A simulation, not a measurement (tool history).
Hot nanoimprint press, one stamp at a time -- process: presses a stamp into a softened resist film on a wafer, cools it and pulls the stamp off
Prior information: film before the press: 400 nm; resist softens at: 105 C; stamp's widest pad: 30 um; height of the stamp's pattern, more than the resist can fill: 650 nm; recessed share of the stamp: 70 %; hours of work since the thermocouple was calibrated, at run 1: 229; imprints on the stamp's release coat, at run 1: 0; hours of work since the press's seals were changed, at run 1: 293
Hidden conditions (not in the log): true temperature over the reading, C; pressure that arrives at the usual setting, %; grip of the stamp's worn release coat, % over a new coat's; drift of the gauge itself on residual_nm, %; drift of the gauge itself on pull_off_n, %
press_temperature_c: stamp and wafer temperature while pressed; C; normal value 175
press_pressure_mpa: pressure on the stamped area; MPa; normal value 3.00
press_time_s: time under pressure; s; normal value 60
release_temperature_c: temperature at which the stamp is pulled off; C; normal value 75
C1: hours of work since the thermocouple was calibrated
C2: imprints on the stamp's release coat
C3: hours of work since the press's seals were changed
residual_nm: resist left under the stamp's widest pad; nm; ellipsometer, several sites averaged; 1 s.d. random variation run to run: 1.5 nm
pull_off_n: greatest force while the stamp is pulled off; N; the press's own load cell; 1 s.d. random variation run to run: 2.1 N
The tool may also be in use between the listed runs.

run 1 day=0.000 | press_temperature_c=175 press_pressure_mpa=3.00 press_time_s=60 release_temperature_c=75 | C1=229 C2=0 C3=293 | residual_nm=247.2 pull_off_n=92
run 2 day=1.746 | press_temperature_c=175 press_pressure_mpa=3.00 press_time_s=60 release_temperature_c=75 | C1=258 C2=102 C3=322 | residual_nm=246.8 pull_off_n=96
-- day=2.888 plate thermocouple calibrated
run 3 day=4.971 | press_temperature_c=183 press_pressure_mpa=3.00 press_time_s=60 release_temperature_c=75 | C1=35 C2=282 C3=373 | residual_nm=187.4 pull_off_n=95
run 4 day=7.350 | press_temperature_c=183 press_pressure_mpa=3.00 press_time_s=60 release_temperature_c=75 | C1=74 C2=420 C3=413 | residual_nm=187.0 pull_off_n=100
run 5 day=8.988 | press_temperature_c=175 press_pressure_mpa=3.00 press_time_s=60 release_temperature_c=71 | C1=101 C2=515 C3=440 | residual_nm=243.6 pull_off_n=105
run 6 day=10.612 | press_temperature_c=175 press_pressure_mpa=3.00 press_time_s=58 release_temperature_c=71 | C1=128 C2=609 C3=467 | residual_nm=243.4 pull_off_n=109
run 7 day=12.542 | press_temperature_c=175 press_pressure_mpa=3.00 press_time_s=58 release_temperature_c=71 | C1=160 C2=721 C3=499 | residual_nm=243.0 pull_off_n=111
run 8 day=15.358 | press_temperature_c=175 press_pressure_mpa=4.49 press_time_s=60 release_temperature_c=75 | C1=207 C2=885 C3=546 | residual_nm=206.5 pull_off_n=106
run 9 day=16.788 | press_temperature_c=175 press_pressure_mpa=3.00 press_time_s=60 release_temperature_c=75 | C1=231 C2=968 C3=570 | residual_nm=240.5 pull_off_n=116
run 10 day=18.196 | press_temperature_c=175 press_pressure_mpa=3.00 press_time_s=60 release_temperature_c=75 | C1=254 C2=1050 C3=593 | residual_nm=245.1 pull_off_n=115
-- day=19.700 plate thermocouple calibrated
run 11 day=20.096 | press_temperature_c=175 press_pressure_mpa=3.00 press_time_s=60 release_temperature_c=75 | C1=7 C2=1153 C3=623 | residual_nm=243.4 pull_off_n=114
run 12 day=21.462 | press_temperature_c=175 press_pressure_mpa=3.00 press_time_s=60 release_temperature_c=75 | C1=29 C2=1232 C3=645 | residual_nm=245.1 pull_off_n=116
run 13 day=22.858 | press_temperature_c=175 press_pressure_mpa=3.00 press_time_s=60 release_temperature_c=75 | C1=52 C2=1313 C3=668 | residual_nm=243.0 pull_off_n=113
run 14 day=25.812 | press_temperature_c=175 press_pressure_mpa=3.00 press_time_s=60 release_temperature_c=75 | C1=102 C2=1485 C3=718 | residual_nm=246.3 pull_off_n=118
run 15 day=27.625 | press_temperature_c=175 press_pressure_mpa=3.00 press_time_s=45 release_temperature_c=75 | C1=132 C2=1590 C3=748 | residual_nm=267.9 pull_off_n=119
run 16 day=30.479 | press_temperature_c=185 press_pressure_mpa=2.59 press_time_s=83 release_temperature_c=60 | C1=179 C2=1756 C3=795 | residual_nm=171.5 pull_off_n=148
run 17 day=33.512 | press_temperature_c=185 press_pressure_mpa=2.59 press_time_s=83 release_temperature_c=60 | C1=230 C2=1932 C3=846 | residual_nm=176.2 pull_off_n=150
run 18 day=35.212 | press_temperature_c=185 press_pressure_mpa=2.59 press_time_s=83 release_temperature_c=70 | C1=258 C2=2030 C3=874 | residual_nm=175.9 pull_off_n=138
-- day=36.600 plate thermocouple calibrated
run 19 day=37.129 | press_temperature_c=164 press_pressure_mpa=2.59 press_time_s=69 release_temperature_c=70 | C1=9 C2=2135 C3=904 | residual_nm=329.8 pull_off_n=134
run 20 day=38.562 | press_temperature_c=164 press_pressure_mpa=2.59 press_time_s=60 release_temperature_c=65 | C1=33 C2=2218 C3=927 | residual_nm=329.0 pull_off_n=142
run 21 day=40.175 | press_temperature_c=183 press_pressure_mpa=4.56 press_time_s=37 release_temperature_c=75 | C1=59 C2=2311 C3=954 | residual_nm=188.6 pull_off_n=136
run 22 day=41.771 | press_temperature_c=184 press_pressure_mpa=3.00 press_time_s=60 release_temperature_c=74 | C1=86 C2=2404 C3=981 | residual_nm=186.1 pull_off_n=133
-- day=42.638 stamp cleaned and given a new release coat
run 23 day=44.062 | press_temperature_c=184 press_pressure_mpa=3.00 press_time_s=71 release_temperature_c=74 | C1=120 C2=83 C3=1015 | residual_nm=174.9 pull_off_n=90
run 24 day=45.679 | press_temperature_c=174 press_pressure_mpa=3.65 press_time_s=42 release_temperature_c=74 | C1=147 C2=177 C3=1042 | residual_nm=263.5 pull_off_n=102
run 25 day=47.100 | press_temperature_c=169 press_pressure_mpa=2.19 press_time_s=112 release_temperature_c=75 | C1=170 C2=259 C3=1065 | residual_nm=276.3 pull_off_n=102
run 26 day=48.512 | press_temperature_c=175 press_pressure_mpa=3.73 press_time_s=78 release_temperature_c=75 | C1=194 C2=341 C3=1089 | residual_nm=211.2 pull_off_n=103
run 27 day=49.938 | press_temperature_c=177 press_pressure_mpa=1.95 press_time_s=56 release_temperature_c=75 | C1=218 C2=424 C3=1112 | residual_nm=275.0 pull_off_n=100
run 28 day=53.017 | press_temperature_c=164 press_pressure_mpa=2.35 press_time_s=60 release_temperature_c=75 | C1=269 C2=602 C3=1164 | residual_nm=340.9 pull_off_n=107
-- day=53.588 plate thermocouple calibrated
run 29 day=54.617 | press_temperature_c=164 press_pressure_mpa=2.35 press_time_s=60 release_temperature_c=75 | C1=17 C2=688 C3=1188 | residual_nm=342.8 pull_off_n=105

Below are 3 alternative next runs, each starting from the tool's condition after run 29. Predict each:
run A day=57.417 | press_temperature_c=164 press_pressure_mpa=2.35 press_time_s=69 release_temperature_c=75 | C1=64 C2=851 C3=1235 | residual_nm=? pull_off_n=?
run B day=57.417 | press_temperature_c=167 press_pressure_mpa=2.69 press_time_s=60 release_temperature_c=61 | C1=64 C2=851 C3=1235 | residual_nm=? pull_off_n=?
run C day=57.417 | press_temperature_c=175 press_pressure_mpa=4.53 press_time_s=82 release_temperature_c=75 | C1=64 C2=851 C3=1235 | residual_nm=? pull_off_n=?

run=A residual_nm=334.6 pull_off_n=102
run=B residual_nm=315.6 pull_off_n=128
run=C residual_nm=193.3 pull_off_n=109
Stripped of hidden state, with their random variation kept, the same runs would have yielded:
run=A residual_nm=327.4 pull_off_n=88
run=B residual_nm=305.9 pull_off_n=111
run=C residual_nm=175.7 pull_off_n=95
